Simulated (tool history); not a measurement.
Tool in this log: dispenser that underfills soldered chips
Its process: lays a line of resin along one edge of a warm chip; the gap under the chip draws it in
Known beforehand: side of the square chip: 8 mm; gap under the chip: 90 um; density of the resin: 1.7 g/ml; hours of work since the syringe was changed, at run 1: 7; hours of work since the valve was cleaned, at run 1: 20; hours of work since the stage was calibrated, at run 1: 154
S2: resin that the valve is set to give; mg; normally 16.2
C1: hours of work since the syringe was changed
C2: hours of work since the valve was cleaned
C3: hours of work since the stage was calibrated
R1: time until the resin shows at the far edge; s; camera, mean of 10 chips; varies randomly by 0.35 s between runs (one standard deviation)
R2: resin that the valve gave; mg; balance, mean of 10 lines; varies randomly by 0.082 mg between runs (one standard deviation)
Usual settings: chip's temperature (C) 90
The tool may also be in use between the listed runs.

run 1 day=0 | chip's_temperature_(C)=90 S2=16.2 | C1=7 C2=20 C3=154 | R1=22.1 R2=15.87
-- day=0.025 new syringe of resin
run 2 day=0.15 | chip's_temperature_(C)=90 S2=16.2 | C1=2 C2=22 C3=156 | R1=19.4 R2=15.81
run 3 day=0.304 | chip's_temperature_(C)=90 S2=18.7 | C1=5 C2=25 C3=159 | R1=21 R2=18.28
-- day=0.404 new syringe of resin
run 4 day=0.433 | chip's_temperature_(C)=90 S2=16.2 | C1=1 C2=27 C3=161 | R1=17.6 R2=15.85
run 5 day=0.679 | chip's_temperature_(C)=90 S2=16.2 | C1=5 C2=32 C3=166 | R1=19.9 R2=15.63
-- day=0.788 new syringe of resin
run 6 day=0.888 | chip's_temperature_(C)=90 S2=16.2 | C1=2 C2=35 C3=169 | R1=18.6 R2=15.75
run 7 day=1.062 | chip's_temperature_(C)=99 S2=20.1 | C1=5 C2=39 C3=173 | R1=14.9 R2=19.41
-- day=1.179 new syringe of resin
run 8 day=1.308 | chip's_temperature_(C)=87 S2=20.2 | C1=2 C2=43 C3=177 | R1=21 R2=19.39
run 9 day=1.546 | chip's_temperature_(C)=103 S2=14.5 | C1=7 C2=47 C3=181 | R1=14.4 R2=13.9
-- day=1.579 new syringe of resin
run 10 day=1.667 | chip's_temperature_(C)=96 S2=19.3 | C1=2 C2=49 C3=183 | R1=15.2 R2=18.61

Predict each of these 3 candidate next runs independently; none follows another, all start after run 10:
run A day=1.817 | chip's_temperature_(C)=89 S2=17.4 | C1=4 C2=52 C3=186 | R1=? R2=?
run B day=1.817 | chip's_temperature_(C)=81 S2=16.8 | C1=4 C2=52 C3=186 | R1=? R2=?
run C day=1.817 | chip's_temperature_(C)=89 S2=17.8 | C1=4 C2=52 C3=186 | R1=? R2=?

run=A R1=20.8 R2=16.61
run=B R1=28.3 R2=16.08
run=C R1=21.3 R2=17.04
Had the tool no hidden state, the same runs would have come out as:
run=A R1=17.5 R2=17.33
run=B R1=23.8 R2=16.78
run=C R1=18 R2=17.78
